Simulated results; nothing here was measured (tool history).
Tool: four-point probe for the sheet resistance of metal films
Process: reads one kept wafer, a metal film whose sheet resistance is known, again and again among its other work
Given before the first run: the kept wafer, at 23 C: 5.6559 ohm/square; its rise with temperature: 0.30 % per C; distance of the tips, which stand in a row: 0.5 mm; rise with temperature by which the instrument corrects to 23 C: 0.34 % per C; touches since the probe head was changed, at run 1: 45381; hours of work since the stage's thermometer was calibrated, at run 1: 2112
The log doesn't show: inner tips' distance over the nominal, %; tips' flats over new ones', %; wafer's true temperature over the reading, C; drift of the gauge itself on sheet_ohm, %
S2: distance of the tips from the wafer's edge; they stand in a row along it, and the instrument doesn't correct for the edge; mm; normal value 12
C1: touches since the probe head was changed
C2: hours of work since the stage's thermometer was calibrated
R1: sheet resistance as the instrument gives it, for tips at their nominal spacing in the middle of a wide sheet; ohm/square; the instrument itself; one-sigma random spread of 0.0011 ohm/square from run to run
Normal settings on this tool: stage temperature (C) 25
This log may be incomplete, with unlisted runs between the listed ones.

{"run": 1, "hour": 0.0, "stage temperature (C)": 25, "S2": 12, "C1": 45381, "C2": 2112, "R1": 5.638646}
{"run": 2, "hour": 75.0, "stage temperature (C)": 25, "S2": 12, "C1": 47755, "C2": 2163, "R1": 5.635045}
{"run": 3, "hour": 146.8, "stage temperature (C)": 25, "S2": 12, "C1": 50030, "C2": 2212, "R1": 5.635419}
{"run": 4, "hour": 212.8, "stage temperature (C)": 25, "S2": 12, "C1": 52122, "C2": 2257, "R1": 5.63462}
{"run": 5, "hour": 279.9, "stage temperature (C)": 26, "S2": 12, "C1": 54246, "C2": 2302, "R1": 5.633674}
{"run": 6, "hour": 338.2, "stage temperature (C)": 26, "S2": 12, "C1": 56096, "C2": 2342, "R1": 5.632679}
{"hour": 414.8, "done": "stage's thermometer calibrated"}
{"run": 7, "hour": 426.8, "stage temperature (C)": 22, "S2": 12, "C1": 58883, "C2": 8, "R1": 5.627542}
{"run": 8, "hour": 463.8, "stage temperature (C)": 19, "S2": 12, "C1": 60057, "C2": 33, "R1": 5.633988}
{"run": 9, "hour": 537.0, "stage temperature (C)": 25, "S2": 17, "C1": 62374, "C2": 83, "R1": 5.617512}
{"run": 10, "hour": 585.1, "stage temperature (C)": 33, "S2": 12, "C1": 63899, "C2": 116, "R1": 5.602488}
{"run": 11, "hour": 665.6, "stage temperature (C)": 33, "S2": 12, "C1": 66450, "C2": 170, "R1": 5.599642}
{"run": 12, "hour": 731.2, "stage temperature (C)": 24, "S2": 12, "C1": 68529, "C2": 215, "R1": 5.619381}
{"run": 13, "hour": 796.1, "stage temperature (C)": 25, "S2": 12, "C1": 70584, "C2": 259, "R1": 5.618}
{"run": 14, "hour": 844.2, "stage temperature (C)": 25, "S2": 12, "C1": 72108, "C2": 292, "R1": 5.614621}
{"run": 15, "hour": 889.0, "stage temperature (C)": 25, "S2": 24, "C1": 73525, "C2": 322, "R1": 5.610132}
{"run": 16, "hour": 953.8, "stage temperature (C)": 25, "S2": 24, "C1": 75578, "C2": 366, "R1": 5.611551}
{"run": 17, "hour": 998.7, "stage temperature (C)": 19, "S2": 12, "C1": 77003, "C2": 397, "R1": 5.629136}
{"run": 18, "hour": 1067.5, "stage temperature (C)": 19, "S2": 12, "C1": 79180, "C2": 443, "R1": 5.62828}
{"run": 19, "hour": 1104.1, "stage temperature (C)": 19, "S2": 12, "C1": 80340, "C2": 468, "R1": 5.627834}
{"run": 20, "hour": 1158.3, "stage temperature (C)": 25, "S2": 13, "C1": 82058, "C2": 505, "R1": 5.611845}
{"run": 21, "hour": 1231.3, "stage temperature (C)": 25, "S2": 12, "C1": 84369, "C2": 554, "R1": 5.611528}
{"run": 22, "hour": 1299.3, "stage temperature (C)": 25, "S2": 12, "C1": 86525, "C2": 601, "R1": 5.610803}
{"run": 23, "hour": 1371.5, "stage temperature (C)": 25, "S2": 12, "C1": 88810, "C2": 650, "R1": 5.609328}
{"run": 24, "hour": 1455.7, "stage temperature (C)": 25, "S2": 28, "C1": 91480, "C2": 707, "R1": 5.605776}
{"run": 25, "hour": 1531.3, "stage temperature (C)": 26, "S2": 27, "C1": 93872, "C2": 758, "R1": 5.601606}
{"run": 26, "hour": 1613.1, "stage temperature (C)": 33, "S2": 26, "C1": 96464, "C2": 814, "R1": 5.587251}
{"run": 27, "hour": 1685.6, "stage temperature (C)": 26, "S2": 8, "C1": 98761, "C2": 863, "R1": 5.611888}
{"run": 28, "hour": 1737.3, "stage temperature (C)": 23, "S2": 19, "C1": 100398, "C2": 898, "R1": 5.608286}
{"run": 29, "hour": 1797.0, "stage temperature (C)": 23, "S2": 19, "C1": 102290, "C2": 939, "R1": 5.607053}
{"run": 30, "hour": 1874.6, "stage temperature (C)": 31, "S2": 32, "C1": 104749, "C2": 991, "R1": 5.586443}
{"run": 31, "hour": 1958.4, "stage temperature (C)": 24, "S2": 6, "C1": 107403, "C2": 1048, "R1": 5.620293}
{"run": 32, "hour": 2032.2, "stage temperature (C)": 26, "S2": 30, "C1": 109740, "C2": 1098, "R1": 5.596493}
{"run": 33, "hour": 2095.4, "stage temperature (C)": 22, "S2": 30, "C1": 111743, "C2": 1141, "R1": 5.60367}
{"run": 34, "hour": 2159.6, "stage temperature (C)": 31, "S2": 10, "C1": 113777, "C2": 1185, "R1": 5.588779}
{"run": 35, "hour": 2220.9, "stage temperature (C)": 22, "S2": 37, "C1": 115719, "C2": 1227, "R1": 5.603281}
{"run": 36, "hour": 2268.5, "stage temperature (C)": 22, "S2": 10, "C1": 117225, "C2": 1259, "R1": 5.6103}
{"run": 37, "hour": 2336.9, "stage temperature (C)": 22, "S2": 10, "C1": 119393, "C2": 1305, "R1": 5.609709}
{"run": 38, "hour": 2401.4, "stage temperature (C)": 23, "S2": 29, "C1": 121435, "C2": 1349, "R1": 5.600042}
{"run": 39, "hour": 2437.5, "stage temperature (C)": 23, "S2": 17, "C1": 122580, "C2": 1374, "R1": 5.600753}
{"run": 40, "hour": 2484.0, "stage temperature (C)": 25, "S2": 3, "C1": 124052, "C2": 1405, "R1": 5.675593}
{"run": 41, "hour": 2541.6, "stage temperature (C)": 25, "S2": 3, "C1": 125879, "C2": 1444, "R1": 5.673244}
{"run": 42, "hour": 2615.1, "stage temperature (C)": 25, "S2": 3, "C1": 128205, "C2": 1494, "R1": 5.675498}
{"run": 43, "hour": 2667.2, "stage temperature (C)": 23, "S2": 19, "C1": 129858, "C2": 1530, "R1": 5.598852}
{"run": 44, "hour": 2726.1, "stage temperature (C)": 22, "S2": 10, "C1": 131721, "C2": 1570, "R1": 5.605854}

Had the tool no unlogged condition, and each run kept its random variation, what would the results have been?
run=1 R1=5.657859
run=2 R1=5.655033
run=3 R1=5.656195
run=4 R1=5.656083
run=5 R1=5.655968
run=6 R1=5.655683
run=7 R1=5.663710
run=8 R1=5.670554
run=9 R1=5.654705
run=10 R1=5.640118
run=11 R1=5.638093
run=12 R1=5.658607
run=13 R1=5.657946
run=14 R1=5.655081
run=15 R1=5.651069
run=16 R1=5.653184
run=17 R1=5.671293
run=18 R1=5.671176
run=19 R1=5.671121
run=20 R1=5.655620
run=21 R1=5.655979
run=22 R1=5.656013
run=23 R1=5.655286
run=24 R1=5.652740
run=25 R1=5.649418
run=26 R1=5.635909
run=27 R1=5.661375
run=28 R1=5.658230
run=29 R1=5.657629
run=30 R1=5.637831
run=31 R1=5.672760
run=32 R1=5.649545
run=33 R1=5.657502
run=34 R1=5.643301
run=35 R1=5.658384
run=36 R1=5.665946
run=37 R1=5.666068
run=38 R1=5.657001
run=39 R1=5.658181
run=40 R1=5.734257
run=41 R1=5.732505
run=42 R1=5.735698
run=43 R1=5.658835
run=44 R1=5.666474
